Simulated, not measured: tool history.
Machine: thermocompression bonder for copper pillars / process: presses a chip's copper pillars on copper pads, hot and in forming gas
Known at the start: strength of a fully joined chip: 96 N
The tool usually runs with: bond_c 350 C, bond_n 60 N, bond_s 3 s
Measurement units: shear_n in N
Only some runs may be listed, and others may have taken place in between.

run     day  bond_c  bond_n  bond_s  shear_n
  1   0.000     350      60       3     63.1
  2   0.833     350      60       3     64.1
  3   1.646     372      60       3     72.6
  4   2.338     372      60       3     73.4
  5   2.958     372      60       3     73.2
  6   3.467     372      60       3     73.5
  7   4.146     372      60       3     73.8
  8   5.000     372      60       3     73.3
  9   5.475     372      60       3     74.0
 10   5.954     372      60       3     73.9
 11   6.642     372      60       3     74.5
      7.367  -- gauge calibrated
 12   7.367     350      60       3     63.6
 13   8.200     350      60       3     63.2
 14   9.038     350      77       2     67.0
 15   9.679     350      77       2     67.1
 16  10.267     376      60       3     74.8
 17  10.958     376      60       3     75.0
 18  11.642     323      48       2     37.2
 19  12.404     323      48       2     37.3
 20  13.071     361      60       5     77.8
 21  13.692     354      43       9     72.0
 22  14.229     354      43       9     72.3
 23  14.829     350      90       3     81.5
 24  15.329     366      64       4     79.0
     16.062  -- forming gas filter changed
 25  16.079     366      64       4     80.1

Branching from run 25: 3 alternative next runs. What would each branch give?
  A  16.571     350      66       3        ?
  B  16.571     337      60       3        ?
  C  16.571     364      60       3        ?

run  shear_n
  A     69.8
  B     59.5
  C     71.8
With no hidden state in the tool, these same runs would have given:
run  shear_n
  A     67.5
  B     57.4
  C     69.4
